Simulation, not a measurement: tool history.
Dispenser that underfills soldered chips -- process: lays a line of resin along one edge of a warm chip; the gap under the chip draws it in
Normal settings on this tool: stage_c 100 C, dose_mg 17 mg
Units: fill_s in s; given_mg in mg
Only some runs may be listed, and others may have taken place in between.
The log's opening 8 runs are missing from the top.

| run | day | stage_c | dose_mg | hours of work since the syringe was changed | hours of work since the valve was cleaned | hours of work since the stage was calibrated | fill_s | given_mg |
|---|---|---|---|---|---|---|---|---|
|  | 4.225 | new syringe of resin |
| 9 | 4.496 | 100 | 16.2 | 4 | 92 | 109 | 74.9 | 14.86 |
|  | 4.642 | new syringe of resin |
| 10 | 4.896 | 100 | 16.2 | 4 | 98 | 115 | 74.3 | 14.67 |
|  | 5.062 | new syringe of resin |
|  | 5.5 | new syringe of resin |
| 11 | 5.583 | 111 | 17 | 1 | 109 | 126 | 35.7 | 15.27 |
|  | 5.938 | new syringe of resin |
| 12 | 6.288 | 111 | 17 | 6 | 120 | 138 | 52.5 | 15.13 |
|  | 6.329 | new syringe of resin |
| 13 | 6.662 | 112 | 17 | 5 | 126 | 144 | 48.6 | 14.98 |
|  | 6.75 | new syringe of resin |
| 14 | 7.083 | 112 | 17 | 5 | 133 | 150 | 48.6 | 14.93 |
|  | 7.167 | new syringe of resin |
|  | 7.588 | new syringe of resin |
|  | 7.762 | dispensing valve cleaned and set on the balance |
| 15 | 7.792 | 112 | 17 | 3 | 0 | 161 | 37.7 | 16.98 |
|  | 8.046 | new syringe of resin |
| 16 | 8.175 | 112 | 17 | 2 | 7 | 167 | 35.7 | 16.86 |

Run 17 is up next; what results do you expect?
|  | 8.462 | new syringe of resin |
| 17 | 8.504 | 112 | 17 | 1 | 12 | 172 | ? | ? |

Run 17 gave fill_s 31.6 s, given_mg 16.79 mg.
Had the tool carried no hidden state, the very same run would have given fill_s 30.3 s, given_mg 17.06 mg.
